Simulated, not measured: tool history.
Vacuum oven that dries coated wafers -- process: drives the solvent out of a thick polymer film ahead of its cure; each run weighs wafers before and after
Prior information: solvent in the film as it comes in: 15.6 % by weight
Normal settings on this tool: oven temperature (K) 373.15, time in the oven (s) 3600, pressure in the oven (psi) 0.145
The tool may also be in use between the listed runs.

run   hour  oven temperature (K)  time in the oven (s)  pressure in the oven (psi)  solvent left in the film (%)
  1      0                373.15                  3600                       0.145                          2.35
       8.9  -- oven's thermocouples calibrated
  2   82.9                373.15                  3600                       0.145                          2.34
  3  181.5                373.15                  3600                       0.145                          2.36
  4  260.5                373.15                  3600                       0.294                          2.75
  5  321.6                373.15                  3600                       0.294                          2.72
  6    384                373.15                  3600                       0.294                          2.75
  7  445.8                373.15                  3600                       0.294                          2.74
  8    526                373.15                  3600                       0.496                          3.28
  9  604.4                365.15                  4320                       0.496                           5.1
 10  671.7                372.15                  2280                       0.091                          4.37
 11  772.4                377.15                  3480                       0.091                          1.41
 12  869.5                377.15                  3480                       0.091                           1.4
 13  945.2                377.15                  3480                       0.091                          1.38

5 options for the next run, each taken on its own from the tool as it stands now. Forecast them:
  A  997.5                373.15                  3600                        0.45                             ?
  B  997.5                364.15                  5400                       0.247                             ?
  C  997.5                377.15                  2220                       0.091                             ?
  D  997.5                377.15                  3480                        0.56                             ?
  E  997.5                365.15                  3480                       0.091                             ?

run  solvent left in the film (%)
  A                          3.13
  B                          3.72
  C                          2.98
  D                          2.64
  E                          4.78
Had the tool no hidden state, the same runs would have come out as:
run  solvent left in the film (%)
  A                          3.14
  B                          3.72
  C                          2.98
  D                          2.64
  E                          4.78

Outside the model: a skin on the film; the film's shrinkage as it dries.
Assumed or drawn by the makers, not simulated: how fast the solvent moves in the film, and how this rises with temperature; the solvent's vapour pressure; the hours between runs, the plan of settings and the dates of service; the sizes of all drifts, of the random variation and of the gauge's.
